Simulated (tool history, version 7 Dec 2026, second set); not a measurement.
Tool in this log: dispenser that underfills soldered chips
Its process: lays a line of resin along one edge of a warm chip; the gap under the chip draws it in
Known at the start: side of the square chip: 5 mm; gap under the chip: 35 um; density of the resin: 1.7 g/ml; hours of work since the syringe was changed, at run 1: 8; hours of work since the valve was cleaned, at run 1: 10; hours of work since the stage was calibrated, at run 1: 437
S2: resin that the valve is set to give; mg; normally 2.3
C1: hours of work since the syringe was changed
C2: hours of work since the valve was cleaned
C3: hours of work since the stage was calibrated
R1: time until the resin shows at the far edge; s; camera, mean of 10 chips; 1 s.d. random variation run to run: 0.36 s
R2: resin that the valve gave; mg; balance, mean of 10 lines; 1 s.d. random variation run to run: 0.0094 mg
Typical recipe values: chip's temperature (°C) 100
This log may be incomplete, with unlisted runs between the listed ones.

Run 1, hour 0: usual settings; C1 8; C2 10; C3 437. Result: R1 30.6 s, R2 2.288 mg.
At hour 2.6: new syringe of resin.
Run 2, hour 14.8: usual settings but S2 2.33 mg; C1 9; C2 21; C3 448. Result: R1 32.1 s, R2 2.308 mg.
At hour 16: new syringe of resin.
Run 3, hour 21.8: usual settings but S2 2.33 mg; C1 4; C2 26; C3 453. Result: R1 24 s, R2 2.288 mg.
At hour 29.3: new syringe of resin.
Run 4, hour 32.8: usual settings but S2 2.33 mg; C1 3; C2 34; C3 461. Result: R1 21.1 s, R2 2.281 mg.
At hour 42.5: new syringe of resin.
Run 5, hour 43.3: usual settings; C1 1; C2 41; C3 468. Result: R1 18.5 s, R2 2.214 mg.
At hour 55.6: new syringe of resin.
Run 6, hour 56.4: usual settings but chip's temperature (°C) 114; C1 1; C2 51; C3 478. Result: R1 12.3 s, R2 2.228 mg.
Run 7, hour 63.9: usual settings but chip's temperature (°C) 114; C1 6; C2 56; C3 483. Result: R1 18.6 s, R2 2.207 mg.
At hour 68.5: new syringe of resin.
Run 8, hour 73.7: usual settings but chip's temperature (°C) 114; C1 4; C2 63; C3 490. Result: R1 15.7 s, R2 2.206 mg.
At hour 81.5: new syringe of resin.
Run 9, hour 89.5: usual settings but S2 2.19 mg; C1 6; C2 75; C3 502. Result: R1 27 s, R2 2.072 mg.
At hour 94.8: new syringe of resin.
Run 10, hour 101.7: usual settings but S2 2.84 mg; C1 5; C2 84; C3 510. Result: R1 24.5 s, R2 2.683 mg.
At hour 106.3: dispensing valve cleaned and set on the balance.
At hour 109.3: new syringe of resin.
Run 11, hour 110.9: usual settings but S2 2.99 mg; C1 1; C2 3; C3 516. Result: R1 18.4 s, R2 2.984 mg.
At hour 122.2: new syringe of resin.
Run 12, hour 124.9: usual settings but S2 2.78 mg; C1 2; C2 13; C3 526. Result: R1 19.7 s, R2 2.757 mg.
At hour 135.7: new syringe of resin.
Run 13, hour 139.9: usual settings but chip's temperature (°C) 112, S2 2.81 mg; C1 3; C2 24; C3 537. Result: R1 15.9 s, R2 2.764 mg.
At hour 148.8: new syringe of resin.
Run 14, hour 152.5: usual settings but chip's temperature (°C) 112, S2 2.81 mg; C1 3; C2 33; C3 546. Result: R1 14.8 s, R2 2.753 mg.
At hour 161.9: new syringe of resin.
Run 15, hour 167.3: usual settings but chip's temperature (°C) 112, S2 2.81 mg; C1 4; C2 44; C3 557. Result: R1 16.2 s, R2 2.73 mg.
At hour 174.9: new syringe of resin.
Run 16, hour 179.5: usual settings but chip's temperature (°C) 109, S2 2.25 mg; C1 3; C2 53; C3 566. Result: R1 17.3 s, R2 2.172 mg.
At hour 188: new syringe of resin.
Run 17, hour 195.6: usual settings but S2 2.2 mg; C1 6; C2 64; C3 578. Result: R1 25.4 s, R2 2.093 mg.
At hour 200.8: new syringe of resin.
Run 18, hour 205.6: usual settings but chip's temperature (°C) 111, S2 2.8 mg; C1 4; C2 72; C3 585. Result: R1 16.9 s, R2 2.659 mg.
At hour 213.9: new syringe of resin.
Run 19, hour 218.8: usual settings but chip's temperature (°C) 99, S2 2.98 mg; C1 4; C2 81; C3 594. Result: R1 22.5 s, R2 2.817 mg.
At hour 227: dispensing valve cleaned and set on the balance.
Run 20, hour 227: usual settings but chip's temperature (°C) 111, S2 2.45 mg; C1 9; C2 0; C3 600. Result: R1 24.7 s, R2 2.449 mg.
At hour 228.1: new syringe of resin.
Run 21, hour 236.3: usual settings but chip's temperature (°C) 93, S2 2.78 mg; C1 6; C2 7; C3 606. Result: R1 30.3 s, R2 2.764 mg.
At hour 241.2: new syringe of resin.
Run 22, hour 245.5: usual settings but chip's temperature (°C) 89, S2 2.21 mg; C1 3; C2 13; C3 613. Result: R1 29 s, R2 2.179 mg.

Alternative continuations, all from the tool just after run 22; predict every row:
At hour 251.9: stage's temperature calibrated.
Run A, hour 254.1: usual settings but chip's temperature (°C) 112, S2 2.41 mg; C1 9; C2 19; C3 2. Result: R1 ?, R2 ?.
At hour 251.9: stage's temperature calibrated.
Run B, hour 254.1: usual settings but S2 2.21 mg; C1 9; C2 19; C3 2. Result: R1 ?, R2 ?.
At hour 251.9: stage's temperature calibrated.
Run C, hour 254.1: usual settings but chip's temperature (°C) 98, S2 2.58 mg; C1 9; C2 19; C3 2. Result: R1 ?, R2 ?.

run    R1     R2
  A  25.8  2.382
  B  35.5  2.179
  C  36.9  2.555
Without the tool's unlogged condition, the same runs would have read:
run    R1     R2
  A  14.2  2.412
  B  19.7  2.207
  C  20.5  2.588
